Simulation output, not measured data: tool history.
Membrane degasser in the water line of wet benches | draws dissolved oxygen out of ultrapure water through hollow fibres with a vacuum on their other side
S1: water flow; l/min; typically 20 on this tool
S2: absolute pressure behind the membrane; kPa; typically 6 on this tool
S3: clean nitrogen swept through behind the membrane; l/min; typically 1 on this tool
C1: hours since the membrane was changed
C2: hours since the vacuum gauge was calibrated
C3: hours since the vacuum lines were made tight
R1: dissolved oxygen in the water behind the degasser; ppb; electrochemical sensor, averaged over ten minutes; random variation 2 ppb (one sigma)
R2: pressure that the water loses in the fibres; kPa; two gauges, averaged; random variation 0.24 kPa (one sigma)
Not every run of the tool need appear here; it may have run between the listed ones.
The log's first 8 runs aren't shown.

run 9 hour=855 | S1=20 S2=6 S3=1 | C1=2027 C2=225 C3=11130 | R1=199.8 R2=63
run 10 hour=915.1 | S1=30 S2=6 S3=1 | C1=2087 C2=285 C3=11190 | R1=308.9 R2=94.11
run 11 hour=983.9 | S1=20 S2=6 S3=1 | C1=2156 C2=354 C3=11259 | R1=201 R2=62.63
run 12 hour=1079.5 | S1=20 S2=6 S3=1 | C1=2252 C2=450 C3=11354 | R1=198.2 R2=62.66
run 13 hour=1151.8 | S1=32 S2=6 S3=1 | C1=2324 C2=522 C3=11427 | R1=334.8 R2=100.37
run 14 hour=1267.3 | S1=32 S2=6 S3=1 | C1=2439 C2=637 C3=11542 | R1=338.5 R2=101.09
run 15 hour=1374.1 | S1=32 S2=6 S3=1 | C1=2546 C2=744 C3=11649 | R1=337.4 R2=100.33
run 16 hour=1459.9 | S1=32 S2=6 S3=1 | C1=2632 C2=830 C3=11735 | R1=335.4 R2=100.94
run 17 hour=1521.8 | S1=20 S2=6 S3=1 | C1=2694 C2=892 C3=11797 | R1=199.3 R2=62.94
run 18 hour=1577.2 | S1=20 S2=14.49 S3=1 | C1=2749 C2=947 C3=11852 | R1=547.1 R2=63.34
run 19 hour=1701.9 | S1=20 S2=14.49 S3=1 | C1=2874 C2=1072 C3=11977 | R1=542.5 R2=63.18
-- hour=1812.9 gauge calibrated
run 20 hour=1820.4 | S1=20 S2=4.59 S3=1.13 | C1=2993 C2=1191 C3=12095 | R1=132.2 R2=62.37
run 21 hour=1879 | S1=27 S2=14.6 S3=0.45 | C1=3051 C2=1249 C3=12154 | R1=1210.3 R2=83.58
run 22 hour=1949 | S1=27 S2=14.6 S3=0.45 | C1=3121 C2=1319 C3=12224 | R1=1212 R2=83.43
run 23 hour=2041.3 | S1=18 S2=14.6 S3=0.45 | C1=3213 C2=1411 C3=12316 | R1=897.8 R2=55.86
run 24 hour=2110.4 | S1=18 S2=14.6 S3=0.45 | C1=3283 C2=1480 C3=12385 | R1=887.6 R2=56.03
run 25 hour=2214.3 | S1=23 S2=8.66 S3=0.74 | C1=3386 C2=1584 C3=12489 | R1=432.5 R2=71.43
run 26 hour=2275.7 | S1=23 S2=8.66 S3=0.74 | C1=3448 C2=1646 C3=12551 | R1=429.1 R2=71.66
run 27 hour=2345.2 | S1=14 S2=10.49 S3=2.42 | C1=3517 C2=1715 C3=12620 | R1=140.9 R2=43.61
run 28 hour=2434.8 | S1=31 S2=3.97 S3=1 | C1=3607 C2=1805 C3=12710 | R1=200.6 R2=97.02
run 29 hour=2523.3 | S1=15 S2=5.83 S3=1 | C1=3695 C2=1893 C3=12798 | R1=133.3 R2=47.15
run 30 hour=2601.4 | S1=25 S2=6 S3=1 | C1=3774 C2=1972 C3=12876 | R1=255 R2=78.42
run 31 hour=2724.7 | S1=23 S2=6 S3=2.03 | C1=3897 C2=2095 C3=13000 | R1=171.5 R2=72.43
run 32 hour=2815.9 | S1=23 S2=6 S3=2.03 | C1=3988 C2=2186 C3=13091 | R1=170.9 R2=72
run 33 hour=2925.1 | S1=23 S2=6 S3=2.03 | C1=4097 C2=2295 C3=13200 | R1=170 R2=72.18

Each row is a separate what-if for the run after 33, all from the same tool condition, not one after another. Results?
run A hour=3055.2 | S1=23 S2=10.23 S3=2.03 | C1=4227 C2=2425 C3=13330 | R1=? R2=?
run B hour=3055.2 | S1=23 S2=5.41 S3=0.75 | C1=4227 C2=2425 C3=13330 | R1=? R2=?
run C hour=3055.2 | S1=20 S2=3.64 S3=2.07 | C1=4227 C2=2425 C3=13330 | R1=? R2=?

run=A R1=277.4 R2=72.95
run=B R1=240.4 R2=72.12
run=C R1=87.5 R2=63.01
What these runs would have given with no unlogged condition in the tool:
run=A R1=277.3 R2=71.86
run=B R1=240.3 R2=71.05
run=C R1=87.4 R2=62.08
